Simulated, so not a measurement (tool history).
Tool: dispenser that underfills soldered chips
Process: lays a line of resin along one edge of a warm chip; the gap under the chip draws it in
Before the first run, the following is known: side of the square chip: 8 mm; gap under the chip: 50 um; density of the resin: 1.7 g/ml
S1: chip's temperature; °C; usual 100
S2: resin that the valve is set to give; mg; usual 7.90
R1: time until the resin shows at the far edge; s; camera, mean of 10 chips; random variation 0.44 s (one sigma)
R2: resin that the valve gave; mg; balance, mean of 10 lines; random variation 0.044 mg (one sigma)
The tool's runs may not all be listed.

{"run": 1, "hour": 0.0, "S1": 100, "S2": 7.9, "R1": 34.7, "R2": 7.91}
{"run": 2, "hour": 4.6, "S1": 100, "S2": 7.9, "R1": 44.3, "R2": 7.84}
{"hour": 9.5, "done": "new syringe of resin"}
{"run": 3, "hour": 12.7, "S1": 100, "S2": 7.9, "R1": 39.6, "R2": 7.96}
{"hour": 20.4, "done": "new syringe of resin"}
{"run": 4, "hour": 21.0, "S1": 100, "S2": 7.9, "R1": 33.9, "R2": 7.79}
{"run": 5, "hour": 28.4, "S1": 100, "S2": 7.9, "R1": 49.7, "R2": 7.69}
{"hour": 30.9, "done": "new syringe of resin"}
{"run": 6, "hour": 36.3, "S1": 100, "S2": 7.9, "R1": 43.6, "R2": 7.75}
{"hour": 41.5, "done": "new syringe of resin"}
{"run": 7, "hour": 46.0, "S1": 100, "S2": 7.9, "R1": 41.8, "R2": 7.69}
{"hour": 52.1, "done": "new syringe of resin"}
{"run": 8, "hour": 54.0, "S1": 100, "S2": 7.9, "R1": 37.1, "R2": 7.68}
{"run": 9, "hour": 61.8, "S1": 100, "S2": 7.9, "R1": 55.2, "R2": 7.61}
{"hour": 62.8, "done": "new syringe of resin"}
{"run": 10, "hour": 66.7, "S1": 100, "S2": 7.9, "R1": 41.1, "R2": 7.63}
{"hour": 70.7, "done": "dispensing valve cleaned and set on the balance"}
{"hour": 74.6, "done": "new syringe of resin"}
{"run": 11, "hour": 76.2, "S1": 100, "S2": 7.9, "R1": 36.9, "R2": 7.9}
{"hour": 85.1, "done": "new syringe of resin"}
{"run": 12, "hour": 85.1, "S1": 100, "S2": 8.24, "R1": 33.2, "R2": 8.2}
{"run": 13, "hour": 92.1, "S1": 100, "S2": 8.24, "R1": 47.6, "R2": 8.2}
{"hour": 95.8, "done": "new syringe of resin"}
{"run": 14, "hour": 100.8, "S1": 100, "S2": 8.24, "R1": 43.0, "R2": 8.27}
{"run": 15, "hour": 105.2, "S1": 100, "S2": 8.24, "R1": 54.5, "R2": 8.12}
{"hour": 106.3, "done": "new syringe of resin"}
{"run": 16, "hour": 114.8, "S1": 100, "S2": 8.24, "R1": 50.8, "R2": 8.05}
{"hour": 117.3, "done": "new syringe of resin"}
{"run": 17, "hour": 124.0, "S1": 100, "S2": 8.24, "R1": 46.2, "R2": 8.13}
{"hour": 128.1, "done": "new syringe of resin"}
{"run": 18, "hour": 131.2, "S1": 90, "S2": 7.12, "R1": 59.3, "R2": 7.0}
{"run": 19, "hour": 135.8, "S1": 100, "S2": 7.42, "R1": 52.1, "R2": 7.24}
{"hour": 139.0, "done": "new syringe of resin"}
{"hour": 142.9, "done": "dispensing valve cleaned and set on the balance"}
{"run": 20, "hour": 144.1, "S1": 100, "S2": 7.42, "R1": 41.4, "R2": 7.41}
{"hour": 151.1, "done": "new syringe of resin"}
{"run": 21, "hour": 153.9, "S1": 100, "S2": 7.42, "R1": 38.9, "R2": 7.38}
{"hour": 161.9, "done": "new syringe of resin"}
{"run": 22, "hour": 161.9, "S1": 85, "S2": 9.89, "R1": 58.3, "R2": 9.78}
{"run": 23, "hour": 171.6, "S1": 85, "S2": 9.89, "R1": 95.4, "R2": 9.75}
{"hour": 172.6, "done": "new syringe of resin"}
{"run": 24, "hour": 181.6, "S1": 109, "S2": 10.23, "R1": 37.2, "R2": 10.1}
{"hour": 183.9, "done": "new syringe of resin"}
{"run": 25, "hour": 188.2, "S1": 109, "S2": 10.23, "R1": 30.5, "R2": 9.97}
{"hour": 195.2, "done": "new syringe of resin"}
{"run": 26, "hour": 196.8, "S1": 89, "S2": 6.9, "R1": 58.3, "R2": 6.69}
{"hour": 206.0, "done": "new syringe of resin"}
{"run": 27, "hour": 206.7, "S1": 98, "S2": 7.58, "R1": 38.8, "R2": 7.32}
{"run": 28, "hour": 211.3, "S1": 108, "S2": 7.42, "R1": 34.6, "R2": 7.2}
{"hour": 214.9, "done": "dispensing valve cleaned and set on the balance"}
{"run": 29, "hour": 216.6, "S1": 111, "S2": 8.2, "R1": 37.7, "R2": 8.29}
{"hour": 217.7, "done": "new syringe of resin"}
{"run": 30, "hour": 221.1, "S1": 96, "S2": 9.83, "R1": 46.3, "R2": 9.83}
{"run": 31, "hour": 226.4, "S1": 96, "S2": 9.83, "R1": 57.4, "R2": 9.79}
{"hour": 228.5, "done": "new syringe of resin"}
{"run": 32, "hour": 233.5, "S1": 103, "S2": 9.65, "R1": 38.1, "R2": 9.58}
{"hour": 239.3, "done": "new syringe of resin"}
{"run": 33, "hour": 240.9, "S1": 109, "S2": 9.65, "R1": 25.3, "R2": 9.57}
{"run": 34, "hour": 249.2, "S1": 109, "S2": 9.65, "R1": 39.5, "R2": 9.51}

Here are 4 independent what-if runs from the current tool condition. What would each one return?
{"hour": 250.3, "done": "new syringe of resin"}
{"run": "A", "hour": 254.6, "S1": 109, "S2": 9.75, "R1": "?", "R2": "?"}
{"hour": 250.3, "done": "new syringe of resin"}
{"run": "B", "hour": 254.6, "S1": 111, "S2": 8.0, "R1": "?", "R2": "?"}
{"hour": 250.3, "done": "new syringe of resin"}
{"run": "C", "hour": 254.6, "S1": 85, "S2": 8.5, "R1": "?", "R2": "?"}
{"hour": 250.3, "done": "new syringe of resin"}
{"run": "D", "hour": 254.6, "S1": 105, "S2": 9.98, "R1": "?", "R2": "?"}

run=A R1=30.2 R2=9.59
run=B R1=28.4 R2=7.85
run=C R1=74.7 R2=8.31
run=D R1=34.2 R2=9.77
With no hidden state in the tool, these same runs would have given:
run=A R1=23.1 R2=9.74
run=B R1=21.7 R2=7.98
run=C R1=56.6 R2=8.45
run=D R1=26.1 R2=9.93
